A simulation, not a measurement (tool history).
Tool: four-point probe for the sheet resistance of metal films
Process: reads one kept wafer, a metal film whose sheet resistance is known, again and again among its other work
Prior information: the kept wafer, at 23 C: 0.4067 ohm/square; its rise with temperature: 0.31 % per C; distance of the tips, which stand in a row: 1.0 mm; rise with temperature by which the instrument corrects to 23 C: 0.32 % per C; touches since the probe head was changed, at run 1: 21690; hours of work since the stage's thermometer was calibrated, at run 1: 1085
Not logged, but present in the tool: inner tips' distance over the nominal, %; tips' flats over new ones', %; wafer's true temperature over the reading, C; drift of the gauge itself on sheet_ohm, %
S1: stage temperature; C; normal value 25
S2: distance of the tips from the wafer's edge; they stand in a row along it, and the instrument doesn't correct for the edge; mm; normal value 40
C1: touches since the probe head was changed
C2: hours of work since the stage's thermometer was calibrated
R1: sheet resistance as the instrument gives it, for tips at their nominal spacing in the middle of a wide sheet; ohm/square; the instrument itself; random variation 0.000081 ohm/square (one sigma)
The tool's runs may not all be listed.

run    hour  S1  S2     C1    C2        R1
  1       0  25  40  21690  1085  0.404272
  2    44.1  25  40  22299  1103  0.404226
  3    89.4  25   9  22926  1123  0.406852
  4   136.6  25  40  23579  1143   0.40403
  5   203.6  26  40  24505  1171  0.404283
  6   287.6  25  19  25665  1207   0.40462
  7   377.5  25  28  26909  1245  0.404399
  8   437.6  25  28  27740  1271  0.404311
      442.9  -- stage's thermometer calibrated
  9   487.4  25  28  28421    19  0.404658
 10   576.4  25  28  29651    57  0.404585
 11   628.3  25   3  30368    79  0.427026
      651.3  -- stage's thermometer calibrated, once more
 12   692.2  25   3  31244    17  0.426081
 13   767.3  25  24  32283    49  0.403786
 14   829.3  25  24  33140    76   0.40361
 15   866.1  25  24  33648    91  0.403609
 16   917.4  25  24  34358   113  0.403705
 17   990.5  25  24  35368   144  0.403614
 18  1027.6  25  24  35881   160  0.403656
 19  1078.1  22  33  36579   182  0.403768
 20  1161.3  22  33  37730   217  0.403603
 21  1243.4  28  56  38864   252  0.403118
 22  1282.3  28  56  39402   269  0.403027
 23  1361.5  24  40  40497   302  0.403305
 24  1421.2  24  40  41322   328  0.403425
 25    1479  22  40  42120   352  0.403573
 26  1565.8  31  52  43321   389  0.402823
 27  1654.4  35  46  44545   427  0.402579
 28    1709  21   3  45300   450  0.426069

Pick out some run-to-run changes in R1. Of each, how much would a tool without hidden state show as well, from the settings, what came in and chance, and how much is left for the hidden state and any gauge scatter not in both results compared?
Run 8 -> 9: stage's thermometer calibrated. R1 +0.000347 ohm/square: hidden state +0.000294, all else +0.000053.
Run 10 -> 11: S2 28 -> 3. R1 +0.022441 ohm/square: hidden state -0.000124, all else +0.022565.
Run 11 -> 12: stage's thermometer calibrated, once more. R1 -0.000945 ohm/square: hidden state -0.000969, all else +0.000024.
Run 27 -> 28: S1 35 -> 21, S2 46 -> 3. R1 +0.02349 ohm/square: hidden state -0.000191, all else +0.023681.

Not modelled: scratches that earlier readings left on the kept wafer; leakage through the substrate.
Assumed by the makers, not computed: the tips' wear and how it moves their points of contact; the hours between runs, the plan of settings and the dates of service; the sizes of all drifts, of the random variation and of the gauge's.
